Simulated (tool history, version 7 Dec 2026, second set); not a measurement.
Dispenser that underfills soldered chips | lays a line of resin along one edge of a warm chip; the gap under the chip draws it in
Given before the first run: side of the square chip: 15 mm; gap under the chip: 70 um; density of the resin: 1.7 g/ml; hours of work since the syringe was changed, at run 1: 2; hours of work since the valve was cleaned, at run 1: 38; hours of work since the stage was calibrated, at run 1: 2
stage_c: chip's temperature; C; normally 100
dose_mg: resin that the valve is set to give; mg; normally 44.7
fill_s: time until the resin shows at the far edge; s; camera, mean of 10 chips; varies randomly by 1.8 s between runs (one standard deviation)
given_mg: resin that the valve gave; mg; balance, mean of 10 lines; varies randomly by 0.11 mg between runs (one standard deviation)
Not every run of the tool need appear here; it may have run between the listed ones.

run   hour  stage_c  dose_mg  hours of work since the syringe was changed  hours of work since the valve was cleaned  hours of work since the stage was calibrated  fill_s  given_mg
  1      0      100     44.7                                            2                                         38                                             2     211     43.96
       7.8  -- new syringe of resin
  2    7.8      100     47.8                                            0                                         43                                             8   173.7     46.83
  3   14.6      100     45.7                                            5                                         48                                            13   257.9     44.73
      19.1  -- new syringe of resin
  4   19.9      100     45.7                                            1                                         52                                            16   177.8     44.62
  5     26      100     45.7                                            5                                         56                                            20   253.2     44.53
      30.1  -- new syringe of resin
  6   34.5      103     44.7                                            3                                         62                                            26   198.9     43.42
      39.1  -- dispensing valve cleaned and set on the balance
  7   39.1      103     44.7                                            6                                          0                                            29   245.6     44.99
      42.6  -- new syringe of resin
  8   43.4      100     52.8                                            1                                          3                                            32   176.1     53.08
  9   50.8      100     44.7                                            6                                          8                                            37   281.7     44.83
      53.7  -- new syringe of resin
 10   57.7      100     44.7                                            3                                         13                                            42   221.6     44.41
        65  -- new syringe of resin
 11   65.9      100     44.7                                            1                                         18                                            47   184.9     44.34
 12   73.1      100     44.7                                            6                                         24                                            52   280.6     44.48
      75.9  -- new syringe of resin
 13   78.2      100     44.7                                            2                                         27                                            56   196.9     44.31
 14   86.1      100     44.7                                            7                                         33                                            61   310.2      44.2
      86.9  -- new syringe of resin
 15   91.9       92     44.7                                            4                                         37                                            65   316.8     44.27
      97.8  -- new syringe of resin
 16   98.8      111     44.7                                            1                                         41                                            70   123.3     43.96
 17  103.1      100     44.2                                            4                                         44                                            73     237     43.31
 18  107.3      104     44.7                                            7                                         47                                            76   264.3     43.82
     108.8  -- new syringe of resin
 19  111.8       86     53.8                                            2                                         50                                            79   343.2     52.86
 20  116.1       94     44.6                                            5                                         53                                            82   321.8     43.65
     119.8  -- new syringe of resin
 21  124.6      105     44.8                                            3                                         59                                            88   188.3     43.77
     130.9  -- new syringe of resin
 22  131.2      109     50.3                                            0                                         64                                            93   124.8     49.12
     133.7  -- dispensing valve cleaned and set on the balance
 23  140.5      111     47.6                                            6                                          5                                            98   189.7     47.74
     143.3  -- new syringe of resin
 24  146.6       88     47.6                                            2                                          9                                           103   329.4     47.46
     154.5  -- new syringe of resin
 25  154.6       89     51.1                                            0                                         14                                           108   255.6     50.88
 26  162.7       98     41.8                                            6                                         20                                           114   291.5     41.65
     165.8  -- new syringe of resin
 27  166.6      110     38.5                                            1                                         23                                           116   124.5     38.23
 28  170.3       87     52.2                                            3                                         25                                           119   358.2     52.02
     176.9  -- new syringe of resin
 29  178.1       87     52.2                                            1                                         31                                           124     297     51.57
 30  184.8      104       52                                            6                                         36                                           129   229.4     51.33
     188.2  -- new syringe of resin
 31  190.3      104       52                                            1                                         39                                           133   162.3     51.01
 32  196.5       88     42.7                                            6                                         44                                           137   426.9     41.92
     199.5  -- new syringe of resin
 33  203.2       88     42.7                                            3                                         48                                           142   340.3     41.71
 34  206.9      108     38.8                                            5                                         51                                           144   203.7     38.06

Here are 4 independent what-if runs from the current tool condition. What would each one return?
     210.8  -- new syringe of resin
  A   215      112       39                                            3                                         56                                           150       ?         ?
     210.8  -- new syringe of resin
  B   215      107     50.9                                            3                                         56                                           150       ?         ?
     210.8  -- new syringe of resin
  C   215       90     50.3                                            3                                         56                                           150       ?         ?
     210.8  -- new syringe of resin
  D   215      103     45.8                                            3                                         56                                           150       ?         ?

run  fill_s  given_mg
  A   147.5     37.99
  B   171.4     49.75
  C   323.9     49.01
  D   201.7     44.72
Without the tool's hidden state the same runs would have given:
run  fill_s  given_mg
  A   115.4      38.9
  B   134.7     50.95
  C     255     50.19
  D   158.3      45.8

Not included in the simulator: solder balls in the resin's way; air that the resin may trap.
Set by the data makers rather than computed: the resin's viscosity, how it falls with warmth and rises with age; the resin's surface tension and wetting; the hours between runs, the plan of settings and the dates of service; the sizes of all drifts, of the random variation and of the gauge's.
